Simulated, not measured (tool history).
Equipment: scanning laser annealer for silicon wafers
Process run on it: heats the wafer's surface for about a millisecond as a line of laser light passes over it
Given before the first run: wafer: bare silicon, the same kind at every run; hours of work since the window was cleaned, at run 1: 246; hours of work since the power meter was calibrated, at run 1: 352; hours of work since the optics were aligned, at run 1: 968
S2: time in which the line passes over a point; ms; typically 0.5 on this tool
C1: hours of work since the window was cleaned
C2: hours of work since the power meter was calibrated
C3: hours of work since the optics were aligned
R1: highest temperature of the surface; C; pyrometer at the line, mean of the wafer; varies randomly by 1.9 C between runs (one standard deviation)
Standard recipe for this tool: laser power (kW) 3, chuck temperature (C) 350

Run 1, hour 0: usual settings; C1 246; C2 352; C3 968. Result: R1 1156 C.
Run 2, hour 10: usual settings; C1 250; C2 356; C3 972. Result: R1 1157 C.
Run 3, hour 27.5: usual settings; C1 257; C2 363; C3 979. Result: R1 1157 C.
Run 4, hour 49.4: usual settings but chuck temperature (C) 386; C1 266; C2 372; C3 988. Result: R1 1191 C.
Run 5, hour 59.6: usual settings but chuck temperature (C) 386; C1 270; C2 376; C3 992. Result: R1 1192 C.
Run 6, hour 71: usual settings; C1 275; C2 381; C3 997. Result: R1 1158 C.
Run 7, hour 83.7: usual settings; C1 280; C2 386; C3 1002. Result: R1 1156 C.
Run 8, hour 95.1: usual settings; C1 285; C2 391; C3 1007. Result: R1 1155 C.
Run 9, hour 113.2: usual settings; C1 292; C2 398; C3 1015. Result: R1 1156 C.
Run 10, hour 124.9: usual settings; C1 297; C2 403; C3 1019. Result: R1 1152 C.
Run 11, hour 134.4: usual settings; C1 301; C2 407; C3 1023. Result: R1 1154 C.
Run 12, hour 153.7: usual settings but laser power (kW) 2.848, S2 0.485 ms, chuck temperature (C) 321; C1 309; C2 415; C3 1031. Result: R1 1073 C.
Run 13, hour 165.2: usual settings but laser power (kW) 2.848, S2 0.485 ms, chuck temperature (C) 321; C1 314; C2 420; C3 1036. Result: R1 1069 C.
Run 14, hour 176.8: usual settings but laser power (kW) 3.227, S2 0.452 ms, chuck temperature (C) 368; C1 319; C2 425; C3 1041. Result: R1 1190 C.
Run 15, hour 190.1: usual settings but laser power (kW) 2.775, S2 0.556 ms, chuck temperature (C) 324; C1 324; C2 430; C3 1046. Result: R1 1109 C.

Estimate the outcome of run 16 from the log above:
Run 16, hour 201.1: usual settings but chuck temperature (C) 376; C1 329; C2 435; C3 1051. Result: R1 ?.

R1: 1178 C
Were there no unlogged condition in the tool, this run, its random variation unchanged, would have produced R1 1195 C.

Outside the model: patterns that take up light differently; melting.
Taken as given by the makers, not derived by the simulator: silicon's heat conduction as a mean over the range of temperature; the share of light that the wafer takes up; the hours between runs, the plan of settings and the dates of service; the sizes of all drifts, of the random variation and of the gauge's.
